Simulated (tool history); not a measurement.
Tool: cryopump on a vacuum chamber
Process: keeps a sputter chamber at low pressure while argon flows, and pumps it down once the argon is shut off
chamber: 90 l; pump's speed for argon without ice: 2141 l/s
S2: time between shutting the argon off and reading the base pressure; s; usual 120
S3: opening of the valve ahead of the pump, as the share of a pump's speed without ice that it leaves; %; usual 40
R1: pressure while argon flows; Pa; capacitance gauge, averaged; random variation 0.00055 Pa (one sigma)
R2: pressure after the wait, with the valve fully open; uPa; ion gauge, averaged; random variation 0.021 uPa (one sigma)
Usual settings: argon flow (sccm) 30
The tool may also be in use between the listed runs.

Run 1, hour 0.0: usual settings. Result: R1 0.0611 Pa, R2 0.45 uPa.
Run 2, hour 23.6: usual settings but S3 41 %. Result: R1 0.0598 Pa, R2 0.46 uPa.
Run 3, hour 48.3: usual settings. Result: R1 0.0610 Pa, R2 0.48 uPa.
Run 4, hour 66.0: usual settings. Result: R1 0.0614 Pa, R2 0.46 uPa.
Run 5, hour 95.8: usual settings but argon flow (sccm) 19. Result: R1 0.0389 Pa, R2 0.48 uPa.
Run 6, hour 108.8: usual settings but argon flow (sccm) 19. Result: R1 0.0390 Pa, R2 0.49 uPa.
Run 7, hour 139.5: usual settings but S2 58 s, S3 26 %. Result: R1 0.0931 Pa, R2 0.74 uPa.
Run 8, hour 159.5: usual settings but S2 58 s, S3 26 %. Result: R1 0.0926 Pa, R2 0.74 uPa.

Forecast run 9:
Run 9, hour 177.8: usual settings but argon flow (sccm) 19, S2 274 s, S3 30 %. Result: R1 ?, R2 ?.

{"run 9": {"R1": 0.0516, "R2": 0.36}}
Without the tool's hidden state the same run would have given R1 0.0499 Pa, R2 0.27 uPa.

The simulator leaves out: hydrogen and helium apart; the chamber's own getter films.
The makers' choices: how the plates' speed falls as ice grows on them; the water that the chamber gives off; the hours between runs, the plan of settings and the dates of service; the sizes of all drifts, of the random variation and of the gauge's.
